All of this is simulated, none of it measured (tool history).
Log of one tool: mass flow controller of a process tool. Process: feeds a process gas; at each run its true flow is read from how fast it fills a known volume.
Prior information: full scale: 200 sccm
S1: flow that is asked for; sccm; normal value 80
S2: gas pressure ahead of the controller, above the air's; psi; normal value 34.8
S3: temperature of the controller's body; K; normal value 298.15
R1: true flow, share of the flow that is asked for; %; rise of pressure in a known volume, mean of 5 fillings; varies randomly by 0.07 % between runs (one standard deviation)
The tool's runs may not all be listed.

run,hour,S1,S2,S3,R1
1,0.0,80,34.8,298.15,98.70
2,252.2,80,34.8,298.15,98.85
3,506.3,80,34.8,298.15,98.90
4,890.7,80,34.8,298.15,99.09
5,1269.5,80,34.8,298.15,99.05
6,1503.5,80,34.8,302.15,99.77
7,1685.0,80,34.8,302.15,99.64
8,1954.8,80,34.8,302.15,99.68
9,2143.1,80,34.8,302.15,99.89
10,2438.7,108,38.0,299.15,99.76
11,2689.6,108,38.0,299.15,99.92
12,2932.4,28,34.8,298.15,99.08
13,3203.0,28,31.3,295.15,98.94
14,3453.4,28,31.3,295.15,98.99
15,3634.0,31,40.6,306.15,100.21
# hour 3666.4: controller's zero set anew
16,3858.0,80,21.0,301.15,100.42
17,4240.9,117,34.8,296.15,100.09
# hour 4407.8: controller exchanged for a calibrated one
18,4562.0,80,34.8,294.15,99.49

The logged runs with the hidden state left out (each run's random variation unchanged):
Unlogged tool condition in this case: flow at rest that the sensor doesn't see, % of full scale; true flow over the shown one, %; drift of the gauge itself on true_pct, %.
run,R1
1,98.68
2,98.76
3,98.74
4,98.82
5,98.66
6,99.31
7,99.13
8,99.09
9,99.24
10,99.03
11,99.12
12,98.19
13,97.97
14,97.95
15,99.11
16,99.28
17,98.84
18,98.17
